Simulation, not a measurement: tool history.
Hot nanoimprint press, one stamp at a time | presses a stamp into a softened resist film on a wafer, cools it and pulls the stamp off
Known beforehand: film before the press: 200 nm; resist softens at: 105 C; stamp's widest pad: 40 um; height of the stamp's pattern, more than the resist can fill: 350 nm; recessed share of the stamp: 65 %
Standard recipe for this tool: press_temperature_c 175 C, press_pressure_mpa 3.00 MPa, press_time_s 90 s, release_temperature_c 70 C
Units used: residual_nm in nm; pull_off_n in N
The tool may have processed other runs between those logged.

run	hour	press_temperature_c	press_pressure_mpa	press_time_s	release_temperature_c	residual_nm	pull_off_n
1	0.0	175	3.00	90	70	101.1	169
2	38.5	175	3.00	90	70	101.5	164
3	82.5	175	3.00	90	70	101.3	163
4	126.7	175	3.00	90	70	101.4	159
5	156.5	175	3.00	90	70	100.9	166
6	188.8	177	3.00	90	70	93.4	162
7	225.2	168	3.00	90	70	132.6	163
8	260.3	170	3.00	90	70	123.4	162
9	301.7	170	3.00	90	70	123.3	163
10	341.6	178	3.00	90	70	88.6	167
11	374.3	176	1.86	90	68	117.6	174
12	392.3	165	1.95	90	70	161.5	170
# hour 420.1: stamp cleaned and given a new release coat
13	437.3	165	1.95	90	70	161.2	163
14	463.1	177	4.69	133	61	63.5	206
15	489.1	167	3.00	90	70	136.5	162
16	522.6	167	2.13	102	72	146.9	155
17	561.8	184	1.90	96	56	83.4	213
18	590.3	175	2.45	90	70	108.6	164

Consider 3 possible next runs. They are alternatives, not a sequence: every one starts from the tool as it was left by run 18. What does each give?
A	621.8	163	3.00	144	70	?	?
B	621.8	181	2.45	90	70	?	?
C	621.8	166	3.66	90	74	?	?

run	residual_nm	pull_off_n
A	139.5	163
B	85.5	172
C	131.9	152
With no hidden state in the tool, these same runs would have given:
run	residual_nm	pull_off_n
A	141.9	162
B	87.0	171
C	134.2	151
